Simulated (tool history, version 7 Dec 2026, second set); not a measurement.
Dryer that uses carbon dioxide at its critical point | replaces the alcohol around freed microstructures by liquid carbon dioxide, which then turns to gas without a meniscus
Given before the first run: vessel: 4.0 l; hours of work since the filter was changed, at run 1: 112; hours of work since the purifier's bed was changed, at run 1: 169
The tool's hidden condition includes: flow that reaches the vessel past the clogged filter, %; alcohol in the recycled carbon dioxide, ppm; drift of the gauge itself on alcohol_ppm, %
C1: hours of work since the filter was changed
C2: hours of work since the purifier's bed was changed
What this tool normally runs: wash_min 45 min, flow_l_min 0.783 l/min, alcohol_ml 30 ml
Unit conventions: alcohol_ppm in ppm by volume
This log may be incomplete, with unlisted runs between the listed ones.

{"run": 1, "hour": 0.0, "wash_min": 45, "flow_l_min": 0.783, "alcohol_ml": 30, "C1": 112, "C2": 169, "alcohol_ppm": 66}
{"run": 2, "hour": 17.8, "wash_min": 45, "flow_l_min": 0.783, "alcohol_ml": 30, "C1": 125, "C2": 182, "alcohol_ppm": 62}
{"run": 3, "hour": 33.7, "wash_min": 45, "flow_l_min": 0.783, "alcohol_ml": 30, "C1": 136, "C2": 193, "alcohol_ppm": 68}
{"run": 4, "hour": 47.3, "wash_min": 45, "flow_l_min": 0.783, "alcohol_ml": 30, "C1": 146, "C2": 203, "alcohol_ppm": 58}
{"run": 5, "hour": 65.8, "wash_min": 45, "flow_l_min": 0.783, "alcohol_ml": 30, "C1": 159, "C2": 216, "alcohol_ppm": 69}
{"run": 6, "hour": 79.8, "wash_min": 45, "flow_l_min": 0.783, "alcohol_ml": 43, "C1": 169, "C2": 226, "alcohol_ppm": 68}
{"run": 7, "hour": 96.9, "wash_min": 45, "flow_l_min": 0.783, "alcohol_ml": 43, "C1": 182, "C2": 238, "alcohol_ppm": 79}
{"run": 8, "hour": 112.7, "wash_min": 45, "flow_l_min": 0.783, "alcohol_ml": 43, "C1": 193, "C2": 250, "alcohol_ppm": 86}
{"hour": 118.5, "done": "inlet filter changed"}
{"run": 9, "hour": 130.7, "wash_min": 45, "flow_l_min": 0.953, "alcohol_ml": 30, "C1": 9, "C2": 262, "alcohol_ppm": 82}
{"run": 10, "hour": 148.7, "wash_min": 45, "flow_l_min": 0.783, "alcohol_ml": 30, "C1": 22, "C2": 275, "alcohol_ppm": 91}
{"run": 11, "hour": 164.9, "wash_min": 45, "flow_l_min": 0.783, "alcohol_ml": 30, "C1": 33, "C2": 286, "alcohol_ppm": 88}
{"run": 12, "hour": 181.0, "wash_min": 45, "flow_l_min": 0.783, "alcohol_ml": 30, "C1": 45, "C2": 298, "alcohol_ppm": 86}
{"run": 13, "hour": 190.3, "wash_min": 45, "flow_l_min": 0.783, "alcohol_ml": 30, "C1": 51, "C2": 305, "alcohol_ppm": 95}
{"run": 14, "hour": 205.7, "wash_min": 45, "flow_l_min": 0.783, "alcohol_ml": 30, "C1": 62, "C2": 316, "alcohol_ppm": 97}
{"run": 15, "hour": 220.0, "wash_min": 45, "flow_l_min": 0.783, "alcohol_ml": 30, "C1": 73, "C2": 326, "alcohol_ppm": 105}
{"run": 16, "hour": 235.0, "wash_min": 45, "flow_l_min": 0.783, "alcohol_ml": 30, "C1": 83, "C2": 337, "alcohol_ppm": 104}
{"run": 17, "hour": 252.6, "wash_min": 72, "flow_l_min": 0.783, "alcohol_ml": 30, "C1": 96, "C2": 349, "alcohol_ppm": 100}
{"run": 18, "hour": 268.6, "wash_min": 72, "flow_l_min": 0.783, "alcohol_ml": 30, "C1": 108, "C2": 361, "alcohol_ppm": 101}
{"run": 19, "hour": 286.9, "wash_min": 72, "flow_l_min": 0.783, "alcohol_ml": 30, "C1": 121, "C2": 374, "alcohol_ppm": 103}
{"run": 20, "hour": 305.9, "wash_min": 45, "flow_l_min": 1.186, "alcohol_ml": 30, "C1": 134, "C2": 387, "alcohol_ppm": 107}
{"run": 21, "hour": 319.5, "wash_min": 29, "flow_l_min": 1.006, "alcohol_ml": 30, "C1": 144, "C2": 397, "alcohol_ppm": 131}
{"run": 22, "hour": 336.1, "wash_min": 29, "flow_l_min": 1.006, "alcohol_ml": 30, "C1": 156, "C2": 409, "alcohol_ppm": 140}
{"run": 23, "hour": 347.0, "wash_min": 35, "flow_l_min": 1.261, "alcohol_ml": 27, "C1": 164, "C2": 417, "alcohol_ppm": 123}
{"run": 24, "hour": 355.5, "wash_min": 35, "flow_l_min": 1.261, "alcohol_ml": 27, "C1": 170, "C2": 423, "alcohol_ppm": 121}
{"run": 25, "hour": 373.1, "wash_min": 35, "flow_l_min": 1.279, "alcohol_ml": 27, "C1": 183, "C2": 436, "alcohol_ppm": 129}
{"run": 26, "hour": 382.6, "wash_min": 50, "flow_l_min": 0.508, "alcohol_ml": 86, "C1": 189, "C2": 442, "alcohol_ppm": 278}
{"hour": 393.7, "done": "inlet filter changed"}
{"run": 27, "hour": 394.1, "wash_min": 50, "flow_l_min": 0.508, "alcohol_ml": 86, "C1": 0, "C2": 450, "alcohol_ppm": 246}

Estimate the outcome of run 28 from the log above:
{"run": 28, "hour": 411.3, "wash_min": 61, "flow_l_min": 0.758, "alcohol_ml": 119, "C1": 13, "C2": 462, "alcohol_ppm": "?"}

Run 28 produced alcohol_ppm 131 ppm by volume.
With no hidden state in the tool, this same run would have given alcohol_ppm 0 ppm by volume.

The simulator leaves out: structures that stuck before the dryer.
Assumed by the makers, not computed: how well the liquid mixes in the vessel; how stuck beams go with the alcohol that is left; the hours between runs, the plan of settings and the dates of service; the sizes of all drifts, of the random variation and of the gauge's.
